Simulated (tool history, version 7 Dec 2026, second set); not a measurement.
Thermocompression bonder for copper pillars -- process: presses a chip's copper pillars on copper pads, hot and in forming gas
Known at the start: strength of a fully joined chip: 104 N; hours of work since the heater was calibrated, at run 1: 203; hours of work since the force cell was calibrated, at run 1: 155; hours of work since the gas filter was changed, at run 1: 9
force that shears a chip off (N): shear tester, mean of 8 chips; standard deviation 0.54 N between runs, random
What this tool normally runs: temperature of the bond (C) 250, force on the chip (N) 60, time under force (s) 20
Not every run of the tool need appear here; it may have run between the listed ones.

run,hour,temperature of the bond (C),force on the chip (N),time under force (s),hours of work since the heater was calibrated,hours of work since the force cell was calibrated,hours of work since the gas filter was changed,force that shears a chip off (N)
1,0,250,60,20,203,155,9,74.1
2,56.6,250,60,20,232,185,38,73.8
3,118,250,60,52,265,217,71,88
4,178.3,250,60,57,297,249,103,89.4
5,222.7,250,60,57,320,273,126,88.2
6,274.7,250,60,20,348,300,154,70.6
7,322.4,250,60,20,373,325,179,70.5
8,351,250,60,20,388,340,194,71.4
9,385.3,250,60,20,406,358,212,70.2
10,413.5,250,60,20,421,373,227,68.3
11,459,250,60,20,445,397,251,69.7
12,511.7,250,60,20,473,425,279,67.8
13,575.7,250,60,20,507,459,313,66.6
14,607.5,250,60,20,523,476,329,66.9
15,665.4,250,60,20,554,506,360,65.8
# hour 683.6: forming gas filter changed
16,696.1,250,60,20,570,522,7,71.3
17,756.6,250,54,15,602,554,39,62.2
18,816.2,250,54,31,633,586,70,74.8
19,867.5,229,37,50,660,613,97,52.6
20,902.4,229,67,50,679,631,116,74.4
21,939.8,229,67,50,699,651,135,74
22,1000.8,276,59,17,731,683,168,82.3
23,1065.6,230,60,45,765,718,202,66.1
24,1109.9,230,60,45,789,741,225,66.3

Run 25 has not been measured yet. What should we expect?
25,1156.3,230,60,45,813,765,250,?

{"run 25": {"force that shears a chip off (N)": 65.5}}
Had the tool carried no hidden state, the very same run would have given force that shears a chip off (N) 76.3.
